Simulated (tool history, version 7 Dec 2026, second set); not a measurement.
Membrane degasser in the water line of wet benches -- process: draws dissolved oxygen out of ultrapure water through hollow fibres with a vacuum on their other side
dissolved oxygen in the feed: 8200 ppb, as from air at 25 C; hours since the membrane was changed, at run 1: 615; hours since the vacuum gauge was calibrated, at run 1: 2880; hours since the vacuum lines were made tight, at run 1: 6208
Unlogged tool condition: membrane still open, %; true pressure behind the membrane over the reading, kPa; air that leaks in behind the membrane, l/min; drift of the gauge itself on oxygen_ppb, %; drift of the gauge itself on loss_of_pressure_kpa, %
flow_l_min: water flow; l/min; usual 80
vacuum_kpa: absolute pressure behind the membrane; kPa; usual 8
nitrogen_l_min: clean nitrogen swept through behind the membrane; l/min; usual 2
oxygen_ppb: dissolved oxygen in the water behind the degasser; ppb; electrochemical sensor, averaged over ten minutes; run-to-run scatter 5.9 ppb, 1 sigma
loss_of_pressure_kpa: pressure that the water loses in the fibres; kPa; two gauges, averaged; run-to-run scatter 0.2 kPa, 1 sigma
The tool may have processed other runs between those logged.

| run | hour | flow_l_min | vacuum_kpa | nitrogen_l_min | hours since the membrane was changed | hours since the vacuum gauge was calibrated | hours since the vacuum lines were made tight | oxygen_ppb | loss_of_pressure_kpa |
|---|---|---|---|---|---|---|---|---|---|
| 1 | 0 | 80 | 8 | 2 | 615 | 2880 | 6208 | 608 | 44.09 |
| 2 | 48.2 | 55 | 8 | 2 | 663 | 2928 | 6256 | 427.4 | 30.1 |
| 3 | 86.8 | 55 | 8 | 2 | 702 | 2967 | 6295 | 434.4 | 29.89 |
| 4 | 129.1 | 55 | 8 | 2 | 744 | 3009 | 6337 | 427.1 | 30.14 |
| 5 | 168.7 | 80 | 8 | 2 | 784 | 3049 | 6377 | 603 | 43.73 |
| 6 | 208.7 | 80 | 8 | 2 | 824 | 3089 | 6417 | 614.2 | 44.32 |
| 7 | 284.8 | 72 | 8 | 2 | 900 | 3165 | 6493 | 562.3 | 39.5 |
| 8 | 355 | 101 | 8 | 2 | 970 | 3235 | 6563 | 743.4 | 55.82 |
| 9 | 433.8 | 101 | 8 | 2 | 1049 | 3314 | 6642 | 737 | 55.37 |
| 10 | 498.2 | 101 | 11.1 | 2 | 1113 | 3378 | 6706 | 1004.6 | 55.53 |
| 11 | 538.6 | 101 | 11.1 | 2 | 1154 | 3418 | 6747 | 987.4 | 55.54 |
| 12 | 592.2 | 101 | 11.1 | 2 | 1207 | 3472 | 6800 | 982.9 | 55.32 |
| 13 | 642.5 | 80 | 8 | 2 | 1258 | 3522 | 6851 | 605.8 | 43.67 |
| 14 | 701.2 | 80 | 8 | 2 | 1316 | 3581 | 6909 | 600.7 | 43.8 |
| 15 | 734.5 | 122 | 8 | 2 | 1350 | 3614 | 6943 | 847.9 | 67 |
| 16 | 793.2 | 122 | 8 | 2 | 1408 | 3673 | 7002 | 868.6 | 67.04 |
| 17 | 857.1 | 92 | 12.26 | 1.97 | 1472 | 3737 | 7065 | 1001.7 | 50.8 |
| 18 | 896 | 54 | 7.51 | 2.26 | 1511 | 3776 | 7104 | 377.8 | 29.56 |
| 19 | 937.6 | 80 | 10.36 | 1.43 | 1553 | 3818 | 7146 | 927 | 44.3 |
| 20 | 970.9 | 80 | 10.36 | 1.43 | 1586 | 3851 | 7179 | 923.1 | 44.58 |
| 21 | 1050.4 | 80 | 10.36 | 1.43 | 1666 | 3930 | 7259 | 919.6 | 43.98 |
| 22 | 1090.1 | 80 | 9.3 | 4.48 | 1705 | 3970 | 7298 | 493.1 | 44.5 |
| 23 | 1140.9 | 80 | 9.3 | 1.2 | 1756 | 4021 | 7349 | 906.9 | 44.33 |
| 24 | 1183.2 | 80 | 4.91 | 1.49 | 1798 | 4063 | 7391 | 429.2 | 44.42 |
| 25 | 1219.4 | 115 | 9.03 | 4.58 | 1835 | 4099 | 7428 | 649.5 | 63.81 |
|  | 1252.7 | vacuum gauge calibrated |
| 26 | 1298.2 | 115 | 9.03 | 4.58 | 1913 | 45 | 7506 | 657.6 | 64.23 |
| 27 | 1370.3 | 49 | 5.05 | 0.82 | 1985 | 118 | 7578 | 332.7 | 27.26 |
| 28 | 1436.6 | 77 | 5.05 | 2.72 | 2051 | 184 | 7644 | 345.7 | 42.61 |
| 29 | 1475 | 108 | 8.78 | 1.64 | 2090 | 222 | 7683 | 937.2 | 59.86 |
| 30 | 1536.3 | 108 | 8.78 | 1.64 | 2151 | 284 | 7744 | 928.2 | 60.06 |
| 31 | 1572.6 | 108 | 8.78 | 1.64 | 2187 | 320 | 7780 | 930 | 59.99 |
| 32 | 1636.6 | 94 | 8 | 0.82 | 2251 | 384 | 7844 | 1008.8 | 52.3 |

What if the next run were any one of these 4? Each begins from the tool's condition after run 32:
| A | 1701.4 | 88 | 11.78 | 5.63 | 2316 | 449 | 7909 | ? | ? |
| B | 1701.4 | 59 | 8 | 2.42 | 2316 | 449 | 7909 | ? | ? |
| C | 1701.4 | 94 | 16.08 | 2 | 2316 | 449 | 7909 | ? | ? |
| D | 1701.4 | 82 | 8 | 5.65 | 2316 | 449 | 7909 | ? | ? |

| run | oxygen_ppb | loss_of_pressure_kpa |
|---|---|---|
| A | 568.9 | 48.91 |
| B | 416.8 | 32.64 |
| C | 1293.2 | 52.36 |
| D | 408.2 | 45.7 |
With the hidden condition removed and each run's random variation left untouched, the same runs would have given:
| run | oxygen_ppb | loss_of_pressure_kpa |
|---|---|---|
| A | 550.2 | 48.04 |
| B | 402.4 | 32.06 |
| C | 1276.2 | 51.42 |
| D | 390.9 | 44.88 |

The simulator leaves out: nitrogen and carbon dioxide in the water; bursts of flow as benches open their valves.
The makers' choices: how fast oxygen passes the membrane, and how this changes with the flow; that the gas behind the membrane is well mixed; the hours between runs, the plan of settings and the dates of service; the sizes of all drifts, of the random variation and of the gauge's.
